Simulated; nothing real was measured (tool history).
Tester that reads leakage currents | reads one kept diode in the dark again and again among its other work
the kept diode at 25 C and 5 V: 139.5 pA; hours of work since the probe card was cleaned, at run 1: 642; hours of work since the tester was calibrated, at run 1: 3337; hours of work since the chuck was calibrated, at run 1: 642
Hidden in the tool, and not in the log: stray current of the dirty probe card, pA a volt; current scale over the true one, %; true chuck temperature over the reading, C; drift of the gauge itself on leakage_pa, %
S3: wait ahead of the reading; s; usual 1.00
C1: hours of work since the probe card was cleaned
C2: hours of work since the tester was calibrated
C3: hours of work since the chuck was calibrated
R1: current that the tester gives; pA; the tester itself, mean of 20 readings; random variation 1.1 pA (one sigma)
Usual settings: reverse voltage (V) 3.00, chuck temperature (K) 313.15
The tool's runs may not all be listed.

Run 1, hour 0.0: usual settings; C1 642; C2 3337; C3 642. Result: R1 361.93 pA.
Run 2, hour 83.4: usual settings; C1 695; C2 3390; C3 695. Result: R1 360.64 pA.
Run 3, hour 255.0: usual settings but chuck temperature (K) 306.15; C1 803; C2 3498; C3 803. Result: R1 204.81 pA.
Run 4, hour 383.4: usual settings; C1 884; C2 3580; C3 884. Result: R1 355.25 pA.
Run 5, hour 553.8: usual settings but chuck temperature (K) 314.15; C1 992; C2 3687; C3 992. Result: R1 382.95 pA.
Run 6, hour 674.0: usual settings but S3 2.64 s; C1 1068; C2 3763; C3 1068. Result: R1 351.97 pA.
Run 7, hour 773.5: usual settings but S3 1.22 s; C1 1131; C2 3826; C3 1131. Result: R1 351.30 pA.
Run 8, hour 884.6: usual settings but S3 1.22 s; C1 1201; C2 3896; C3 1201. Result: R1 350.10 pA.
Run 9, hour 977.4: usual settings; C1 1260; C2 3955; C3 1260. Result: R1 349.10 pA.
Run 10, hour 1050.1: usual settings; C1 1306; C2 4001; C3 1306. Result: R1 350.35 pA.
Run 11, hour 1197.9: usual settings; C1 1399; C2 4095; C3 1399. Result: R1 344.91 pA.
Run 12, hour 1360.9: usual settings; C1 1502; C2 4198; C3 1502. Result: R1 344.57 pA.
Run 13, hour 1540.2: usual settings but reverse voltage (V) 15.24; C1 1616; C2 4311; C3 1616. Result: R1 823.01 pA.
Run 14, hour 1660.2: usual settings but reverse voltage (V) 15.24; C1 1692; C2 4387; C3 1692. Result: R1 822.03 pA.
Run 15, hour 1783.9: usual settings; C1 1770; C2 4465; C3 1770. Result: R1 339.85 pA.
Run 16, hour 1906.9: usual settings but reverse voltage (V) 6.99, chuck temperature (K) 307.15, S3 0.37 s; C1 1848; C2 4543; C3 1848. Result: R1 340.36 pA.
At hour 1976.4: chuck's temperature calibrated.
At hour 2007.2: probe card cleaned and baked.
Run 17, hour 2071.2: usual settings but chuck temperature (K) 294.15, S3 1.98 s; C1 40; C2 4644; C3 58. Result: R1 72.31 pA.
Run 18, hour 2177.0: usual settings but chuck temperature (K) 294.15, S3 1.98 s; C1 107; C2 4711; C3 125. Result: R1 72.45 pA.
Run 19, hour 2287.4: usual settings but chuck temperature (K) 321.15, S3 1.83 s; C1 177; C2 4781; C3 195. Result: R1 647.41 pA.
Run 20, hour 2406.2: usual settings but chuck temperature (K) 312.15, S3 0.88 s; C1 252; C2 4856; C3 270. Result: R1 323.58 pA.
Run 21, hour 2563.1: usual settings but reverse voltage (V) 2.07, chuck temperature (K) 295.15; C1 352; C2 4955; C3 369. Result: R1 64.64 pA.
Run 22, hour 2676.4: usual settings but reverse voltage (V) 3.27, chuck temperature (K) 316.15, S3 4.74 s; C1 423; C2 5027; C3 441. Result: R1 457.10 pA.
At hour 2714.1: tester calibrated.
Run 23, hour 2765.3: usual settings but reverse voltage (V) 3.27, chuck temperature (K) 316.15, S3 4.74 s; C1 478; C2 32; C3 496. Result: R1 462.62 pA.
Run 24, hour 2932.1: usual settings but reverse voltage (V) 15.69, chuck temperature (K) 327.15, S3 0.86 s; C1 584; C2 138; C3 601. Result: R1 2367.61 pA.
Run 25, hour 3093.5: usual settings but reverse voltage (V) 15.69, chuck temperature (K) 327.15, S3 0.86 s; C1 686; C2 240; C3 703. Result: R1 2352.97 pA.
Run 26, hour 3205.3: usual settings but reverse voltage (V) 15.69, chuck temperature (K) 327.15, S3 0.86 s; C1 756; C2 311; C3 774. Result: R1 2359.76 pA.
Run 27, hour 3347.5: usual settings but reverse voltage (V) 15.69, chuck temperature (K) 327.15, S3 0.86 s; C1 846; C2 401; C3 864. Result: R1 2344.23 pA.
Run 28, hour 3494.6: usual settings but reverse voltage (V) 7.25, chuck temperature (K) 316.15, S3 0.86 s; C1 939; C2 494; C3 957. Result: R1 685.04 pA.
Run 29, hour 3643.6: usual settings but reverse voltage (V) 12.25, chuck temperature (K) 318.15; C1 1034; C2 588; C3 1051. Result: R1 1048.27 pA.
Run 30, hour 3720.9: usual settings but reverse voltage (V) 1.55, chuck temperature (K) 325.15; C1 1083; C2 637; C3 1100. Result: R1 595.21 pA.

Measured less the same run without the tool's hidden state. The same run-to-run variation is in both; the gauge's scatter may not be:
run       R1
  1    -9.19
  2   -10.19
  3    -5.58
  4   -13.62
  5   -16.99
  6   -16.68
  7   -17.69
  8   -19.11
  9   -20.24
 10   -21.29
 11   -22.80
 12   -24.70
 13   -42.22
 14   -44.64
 15   -29.59
 16   -19.50
 17    -3.40
 18    -3.43
 19   -33.25
 20   -18.48
 21    -3.65
 22   -30.50
 23   -26.71
 24  -140.47
 25  -152.13
 26  -161.72
 27  -171.47
 28   -53.96
 29   -84.51
 30   -56.60
